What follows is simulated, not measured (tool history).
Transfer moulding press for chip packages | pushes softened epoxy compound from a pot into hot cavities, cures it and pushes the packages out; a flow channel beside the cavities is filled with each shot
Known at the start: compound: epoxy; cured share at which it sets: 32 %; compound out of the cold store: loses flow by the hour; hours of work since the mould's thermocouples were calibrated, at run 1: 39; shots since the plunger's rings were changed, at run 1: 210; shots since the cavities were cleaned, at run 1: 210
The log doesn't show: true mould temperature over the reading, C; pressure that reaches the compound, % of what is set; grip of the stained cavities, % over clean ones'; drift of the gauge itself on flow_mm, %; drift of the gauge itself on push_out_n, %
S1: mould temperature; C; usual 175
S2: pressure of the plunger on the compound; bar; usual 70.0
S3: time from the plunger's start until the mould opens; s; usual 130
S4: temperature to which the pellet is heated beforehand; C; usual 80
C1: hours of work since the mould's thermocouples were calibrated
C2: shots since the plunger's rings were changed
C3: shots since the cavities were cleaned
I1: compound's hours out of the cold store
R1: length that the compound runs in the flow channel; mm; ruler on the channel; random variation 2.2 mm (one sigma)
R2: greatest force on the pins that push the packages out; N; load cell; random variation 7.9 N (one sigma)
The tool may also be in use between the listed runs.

| run | hour | S1 | S2 | S3 | S4 | C1 | C2 | C3 | I1 | R1 | R2 |
|---|---|---|---|---|---|---|---|---|---|---|---|
| 1 | 0.0 | 175 | 70.0 | 130 | 80 | 39 | 210 | 210 | 26.5 | 792 | 422 |
| 2 | 58.1 | 175 | 70.0 | 130 | 80 | 73 | 704 | 704 | 21.9 | 803 | 547 |
|  | 66.4 | cavities cleaned with cleaning compound and waxed |
| 3 | 114.8 | 175 | 70.0 | 130 | 80 | 105 | 1174 | 412 | 31.6 | 769 | 507 |
|  | 154.1 | cavities cleaned with cleaning compound and waxed |
| 4 | 164.2 | 175 | 70.0 | 130 | 80 | 133 | 1582 | 86 | 38.5 | 744 | 389 |
| 5 | 227.2 | 175 | 70.0 | 130 | 80 | 170 | 2119 | 623 | 47.7 | 713 | 522 |
|  | 244.8 | cavities cleaned with cleaning compound and waxed |
| 6 | 290.2 | 175 | 70.0 | 127 | 80 | 206 | 2642 | 386 | 21.7 | 785 | 504 |
|  | 333.5 | cavities cleaned with cleaning compound and waxed |
| 7 | 349.7 | 175 | 70.0 | 127 | 80 | 239 | 3136 | 138 | 25.1 | 777 | 451 |
| 8 | 398.0 | 175 | 70.0 | 127 | 80 | 267 | 3548 | 550 | 14.4 | 807 | 563 |
|  | 425.7 | cavities cleaned with cleaning compound and waxed |
| 9 | 449.6 | 175 | 70.0 | 127 | 80 | 297 | 3975 | 204 | 45.6 | 708 | 448 |
|  | 513.5 | cavities cleaned with cleaning compound and waxed |
| 10 | 518.0 | 175 | 70.0 | 127 | 80 | 335 | 4544 | 38 | 19.6 | 782 | 412 |
|  | 571.9 | plunger's sealing rings changed |
| 11 | 585.1 | 175 | 70.0 | 130 | 80 | 373 | 112 | 588 | 43.5 | 740 | 531 |
|  | 604.1 | cavities cleaned with cleaning compound and waxed |
| 12 | 631.5 | 175 | 70.0 | 130 | 80 | 399 | 494 | 233 | 37.0 | 758 | 462 |
|  | 648.8 | mould's thermocouples calibrated |
|  | 695.4 | cavities cleaned with cleaning compound and waxed |
| 13 | 717.4 | 175 | 70.0 | 130 | 80 | 39 | 1196 | 187 | 23.1 | 794 | 444 |
| 14 | 778.4 | 168 | 70.0 | 122 | 80 | 75 | 1716 | 707 | 42.8 | 772 | 993 |
|  | 787.9 | cavities cleaned with cleaning compound and waxed |
| 15 | 856.0 | 167 | 75.9 | 144 | 80 | 119 | 2364 | 580 | 44.2 | 805 | 759 |
|  | 875.4 | cavities cleaned with cleaning compound and waxed |
| 16 | 911.2 | 170 | 58.5 | 144 | 73 | 150 | 2821 | 305 | 45.8 | 683 | 534 |
|  | 964.4 | cavities cleaned with cleaning compound and waxed |
| 17 | 964.4 | 170 | 58.5 | 144 | 73 | 180 | 3261 | 0 | 40.1 | 690 | 425 |
| 18 | 1038.4 | 170 | 58.5 | 144 | 73 | 223 | 3892 | 631 | 12.0 | 771 | 654 |
|  | 1053.0 | cavities cleaned with cleaning compound and waxed |
| 19 | 1124.2 | 171 | 70.0 | 147 | 80 | 272 | 4609 | 606 | 21.1 | 800 | 582 |
|  | 1144.6 | cavities cleaned with cleaning compound and waxed |
|  | 1176.3 | plunger's sealing rings changed |
| 20 | 1200.6 | 170 | 70.0 | 130 | 86 | 314 | 207 | 455 | 29.1 | 820 | 777 |
|  | 1239.3 | cavities cleaned with cleaning compound and waxed |
| 21 | 1254.6 | 170 | 70.0 | 130 | 88 | 345 | 655 | 131 | 9.5 | 880 | 658 |
| 22 | 1306.3 | 169 | 70.0 | 128 | 86 | 375 | 1094 | 570 | 17.3 | 861 | 916 |
|  | 1329.2 | cavities cleaned with cleaning compound and waxed |
|  | 1364.6 | mould's thermocouples calibrated |
| 23 | 1395.4 | 169 | 70.0 | 128 | 86 | 18 | 1823 | 546 | 30.8 | 804 | 811 |
|  | 1420.5 | cavities cleaned with cleaning compound and waxed |
| 24 | 1454.8 | 180 | 52.6 | 138 | 87 | 52 | 2316 | 291 | 40.5 | 611 | 395 |
|  | 1511.9 | cavities cleaned with cleaning compound and waxed |
| 25 | 1534.5 | 180 | 52.6 | 147 | 87 | 97 | 2983 | 193 | 23.3 | 645 | 349 |
| 26 | 1585.1 | 175 | 83.3 | 130 | 80 | 127 | 3413 | 623 | 44.1 | 782 | 490 |

4 ways to go on from here, each from the tool as it stands after run 26. What would each give?
|  | 1603.3 | cavities cleaned with cleaning compound and waxed |
| A | 1631.7 | 172 | 70.0 | 130 | 72 | 153 | 3797 | 241 | 28.5 | ? | ? |
|  | 1603.3 | cavities cleaned with cleaning compound and waxed |
| B | 1631.7 | 175 | 83.3 | 169 | 80 | 153 | 3797 | 241 | 43.0 | ? | ? |
|  | 1603.3 | cavities cleaned with cleaning compound and waxed |
| C | 1631.7 | 181 | 68.7 | 130 | 85 | 153 | 3797 | 241 | 21.6 | ? | ? |
|  | 1603.3 | cavities cleaned with cleaning compound and waxed |
| D | 1631.7 | 170 | 83.3 | 158 | 80 | 153 | 3797 | 241 | 46.2 | ? | ? |

| run | R1 | R2 |
|---|---|---|
| A | 778 | 560 |
| B | 780 | 352 |
| C | 736 | 369 |
| D | 796 | 437 |
Without the tool's hidden state the same runs would have given:
| run | R1 | R2 |
|---|---|---|
| A | 809 | 431 |
| B | 811 | 275 |
| C | 766 | 290 |
| D | 828 | 337 |

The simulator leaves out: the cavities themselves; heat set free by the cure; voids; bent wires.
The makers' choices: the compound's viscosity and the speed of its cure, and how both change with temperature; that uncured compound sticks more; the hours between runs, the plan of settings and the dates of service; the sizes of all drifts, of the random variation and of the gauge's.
